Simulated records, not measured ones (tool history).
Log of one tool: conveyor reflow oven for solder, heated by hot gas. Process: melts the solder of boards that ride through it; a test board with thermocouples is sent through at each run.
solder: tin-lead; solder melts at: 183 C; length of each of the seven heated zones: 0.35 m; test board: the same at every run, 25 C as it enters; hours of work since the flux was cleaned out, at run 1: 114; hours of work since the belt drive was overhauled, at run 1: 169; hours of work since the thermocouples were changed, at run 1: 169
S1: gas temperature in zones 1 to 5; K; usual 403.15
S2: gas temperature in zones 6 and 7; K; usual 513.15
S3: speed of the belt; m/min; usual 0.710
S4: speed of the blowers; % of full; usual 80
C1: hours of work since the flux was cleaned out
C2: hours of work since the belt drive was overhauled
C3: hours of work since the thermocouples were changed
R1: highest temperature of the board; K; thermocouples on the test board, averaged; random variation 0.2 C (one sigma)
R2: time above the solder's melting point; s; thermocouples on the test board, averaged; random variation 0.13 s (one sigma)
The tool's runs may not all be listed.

Run 1, hour 0.0: usual settings; C1 114; C2 169; C3 169. Result: R1 493.95 K, R2 44.5 s.
Run 2, hour 10.7: usual settings but S4 51 % of full; C1 119; C2 174; C3 174. Result: R1 488.25 K, R2 40.4 s.
Run 3, hour 24.1: usual settings but S4 51 % of full; C1 125; C2 181; C3 181. Result: R1 488.55 K, R2 40.4 s.
Run 4, hour 35.2: usual settings but S4 51 % of full; C1 131; C2 186; C3 186. Result: R1 488.35 K, R2 40.3 s.
Run 5, hour 41.4: usual settings but S4 51 % of full; C1 134; C2 189; C3 189. Result: R1 488.35 K, R2 40.2 s.
Run 6, hour 47.4: usual settings but S4 56 % of full; C1 137; C2 192; C3 192. Result: R1 489.65 K, R2 41.1 s.
Run 7, hour 56.4: usual settings but S3 0.663 m/min; C1 141; C2 197; C3 197. Result: R1 496.45 K, R2 49.3 s.
Run 8, hour 65.0: usual settings but S3 0.663 m/min; C1 145; C2 201; C3 201. Result: R1 496.35 K, R2 49.2 s.
Run 9, hour 75.2: usual settings but S1 401.15 K; C1 150; C2 206; C3 206. Result: R1 493.65 K, R2 43.5 s.
Run 10, hour 85.1: usual settings; C1 155; C2 210; C3 210. Result: R1 493.85 K, R2 44.6 s.
Run 11, hour 95.0: usual settings; C1 160; C2 215; C3 215. Result: R1 493.75 K, R2 44.4 s.
Run 12, hour 102.8: usual settings but S1 414.15 K; C1 163; C2 219; C3 219. Result: R1 495.95 K, R2 48.3 s.
Run 13, hour 112.6: usual settings but S4 89 % of full; C1 168; C2 224; C3 224. Result: R1 495.25 K, R2 45.2 s.
Run 14, hour 123.9: usual settings; C1 174; C2 229; C3 229. Result: R1 493.45 K, R2 44.3 s.
Run 15, hour 135.4: usual settings but S2 512.15 K; C1 179; C2 235; C3 235. Result: R1 493.25 K, R2 43.5 s.
Run 16, hour 148.4: usual settings but S2 512.15 K; C1 186; C2 241; C3 241. Result: R1 492.35 K, R2 43.7 s.
Run 17, hour 160.1: usual settings but S1 391.15 K, S2 512.15 K, S3 0.645 m/min; C1 191; C2 247; C3 247. Result: R1 494.65 K, R2 46.5 s.
Run 18, hour 167.2: usual settings but S1 411.15 K, S3 0.648 m/min, S4 56 % of full; C1 195; C2 250; C3 250. Result: R1 494.75 K, R2 51.1 s.
Run 19, hour 175.7: usual settings but S1 405.15 K, S2 525.15 K, S3 0.811 m/min, S4 52 % of full; C1 199; C2 254; C3 254. Result: R1 492.75 K, R2 37.3 s.
Run 20, hour 188.8: usual settings but S1 389.15 K, S2 520.15 K, S4 56 % of full; C1 205; C2 261; C3 261. Result: R1 492.05 K, R2 39.8 s.
Run 21, hour 196.5: usual settings but S2 527.15 K; C1 209; C2 264; C3 264. Result: R1 505.75 K, R2 50.4 s.
Run 22, hour 202.6: usual settings but S1 415.15 K, S3 0.686 m/min, S4 81 % of full; C1 212; C2 267; C3 267. Result: R1 497.05 K, R2 51.1 s.
Run 23, hour 209.0: usual settings but S1 415.15 K, S3 0.686 m/min, S4 81 % of full; C1 215; C2 270; C3 270. Result: R1 496.85 K, R2 51.0 s.
Run 24, hour 219.4: usual settings but S1 416.15 K, S3 0.586 m/min, S4 51 % of full; C1 220; C2 275; C3 275. Result: R1 497.75 K, R2 60.8 s.
Run 25, hour 228.5: usual settings but S1 416.15 K, S3 0.586 m/min, S4 51 % of full; C1 224; C2 280; C3 280. Result: R1 497.85 K, R2 60.6 s.
Run 26, hour 240.5: usual settings but S1 416.15 K, S3 0.827 m/min, S4 51 % of full; C1 230; C2 286; C3 286. Result: R1 484.45 K, R2 34.3 s.
Run 27, hour 250.1: usual settings but S1 416.15 K, S3 0.639 m/min, S4 51 % of full; C1 235; C2 290; C3 290. Result: R1 494.85 K, R2 53.4 s.
Run 28, hour 260.4: usual settings but S1 416.15 K; C1 240; C2 295; C3 295. Result: R1 495.75 K, R2 48.8 s.
Run 29, hour 272.4: usual settings but S1 416.15 K; C1 246; C2 301; C3 301. Result: R1 495.65 K, R2 49.0 s.
Run 30, hour 283.9: usual settings but S1 416.15 K; C1 251; C2 307; C3 307. Result: R1 495.75 K, R2 48.7 s.

Forecast each of these 3 alternatives for the next run:
Run A, hour 296.3: usual settings but S1 415.15 K; C1 257; C2 313; C3 313. Result: R1 ?, R2 ?.
Run B, hour 296.3: usual settings but S1 416.15 K, S2 519.15 K, S3 0.655 m/min, S4 88 % of full; C1 257; C2 313; C3 313. Result: R1 ?, R2 ?.
Run C, hour 296.3: usual settings but S2 514.15 K, S3 0.586 m/min, S4 58 % of full; C1 257; C2 313; C3 313. Result: R1 ?, R2 ?.

run      R1    R2
  A  495.35  48.6
  B  504.45  57.4
  C  497.65  56.5
Without the tool's hidden state the same runs would have given:
run      R1    R2
  A  497.05  49.4
  B  506.05  57.8
  C  499.05  57.2
